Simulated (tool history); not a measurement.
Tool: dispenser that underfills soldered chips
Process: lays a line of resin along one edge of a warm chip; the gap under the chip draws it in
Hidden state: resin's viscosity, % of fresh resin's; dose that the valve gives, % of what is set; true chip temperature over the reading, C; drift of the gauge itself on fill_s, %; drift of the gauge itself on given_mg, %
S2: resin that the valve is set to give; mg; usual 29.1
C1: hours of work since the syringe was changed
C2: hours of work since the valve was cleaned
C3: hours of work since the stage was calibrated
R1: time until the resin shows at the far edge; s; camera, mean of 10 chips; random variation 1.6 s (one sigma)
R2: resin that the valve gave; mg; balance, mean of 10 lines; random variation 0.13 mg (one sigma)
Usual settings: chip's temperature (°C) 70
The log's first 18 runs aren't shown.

At hour 129.2: new syringe of resin.
Run 19, hour 134.8: usual settings but chip's temperature (°C) 68; C1 4; C2 26; C3 239. Result: R1 214.2 s, R2 28.22 mg.
At hour 141.8: new syringe of resin.
Run 20, hour 143.7: usual settings but chip's temperature (°C) 63, S2 37.4 mg; C1 1; C2 32; C3 246. Result: R1 236.3 s, R2 36.29 mg.
Run 21, hour 148.2: usual settings but chip's temperature (°C) 63, S2 34.8 mg; C1 5; C2 35; C3 249. Result: R1 266.7 s, R2 33.52 mg.
At hour 155.1: new syringe of resin.
Run 22, hour 155.8: usual settings but chip's temperature (°C) 67, S2 34.4 mg; C1 1; C2 41; C3 254. Result: R1 190.5 s, R2 32.96 mg.
Run 23, hour 165.6: usual settings but chip's temperature (°C) 62, S2 37.5 mg; C1 8; C2 48; C3 261. Result: R1 318 s, R2 35.7 mg.
At hour 167.9: new syringe of resin.
Run 24, hour 175.3: usual settings but S2 32.3 mg; C1 5; C2 55; C3 268. Result: R1 206.7 s, R2 30.56 mg.
At hour 180.5: new syringe of resin.
Run 25, hour 186.2: usual settings but S2 32.3 mg; C1 4; C2 63; C3 276. Result: R1 193 s, R2 30.33 mg.
At hour 193: new syringe of resin.
Run 26, hour 194.2: usual settings but S2 32.3 mg; C1 1; C2 68; C3 282. Result: R1 170.1 s, R2 30.14 mg.
Run 27, hour 201: usual settings but S2 34.2 mg; C1 6; C2 73; C3 287. Result: R1 203.2 s, R2 31.68 mg.
At hour 205.6: new syringe of resin.
Run 28, hour 210.9: usual settings but S2 34.2 mg; C1 4; C2 80; C3 293. Result: R1 187.2 s, R2 31.52 mg.
Run 29, hour 215.2: usual settings but chip's temperature (°C) 71, S2 27.6 mg; C1 7; C2 83; C3 297. Result: R1 215.9 s, R2 25.11 mg.
At hour 218.7: new syringe of resin.
At hour 223.5: dispensing valve cleaned and set on the balance.
Run 30, hour 224.3: usual settings but chip's temperature (°C) 71, S2 27.6 mg; C1 3; C2 1; C3 302. Result: R1 186.1 s, R2 27.6 mg.
At hour 232.3: new syringe of resin.
Run 31, hour 235.1: usual settings but chip's temperature (°C) 58, S2 33.9 mg; C1 2; C2 8; C3 310. Result: R1 310.2 s, R2 33.47 mg.
Run 32, hour 242.6: usual settings but chip's temperature (°C) 59, S2 35.6 mg; C1 8; C2 14; C3 315. Result: R1 369.4 s, R2 35.05 mg.
At hour 244.8: new syringe of resin.
Run 33, hour 249.3: usual settings but chip's temperature (°C) 59, S2 35.6 mg; C1 3; C2 18; C3 320. Result: R1 313.7 s, R2 35.1 mg.
Run 34, hour 256.3: usual settings but chip's temperature (°C) 59, S2 35.6 mg; C1 8; C2 23; C3 325. Result: R1 372.3 s, R2 34.74 mg.
At hour 257.3: new syringe of resin.
Run 35, hour 265: usual settings but chip's temperature (°C) 59, S2 35.6 mg; C1 6; C2 30; C3 331. Result: R1 342.8 s, R2 34.37 mg.

3 ways to go on from here, each from the tool as it stands after run 35. What would each give?
At hour 270: new syringe of resin.
Run A, hour 275.8: usual settings but chip's temperature (°C) 68, S2 31.2 mg; C1 4; C2 37; C3 339. Result: R1 ?, R2 ?.
At hour 270: new syringe of resin.
Run B, hour 275.8: usual settings but chip's temperature (°C) 67, S2 36.5 mg; C1 4; C2 37; C3 339. Result: R1 ?, R2 ?.
At hour 270: new syringe of resin.
Run C, hour 275.8: usual settings but chip's temperature (°C) 66; C1 4; C2 37; C3 339. Result: R1 ?, R2 ?.

run     R1     R2
  A  218.6     30
  B  224.5  35.18
  C  238.1  28.14
Without the tool's hidden state the same runs would have given:
run     R1     R2
  A  170.3  31.13
  B  175.3   36.5
  C    185   29.2

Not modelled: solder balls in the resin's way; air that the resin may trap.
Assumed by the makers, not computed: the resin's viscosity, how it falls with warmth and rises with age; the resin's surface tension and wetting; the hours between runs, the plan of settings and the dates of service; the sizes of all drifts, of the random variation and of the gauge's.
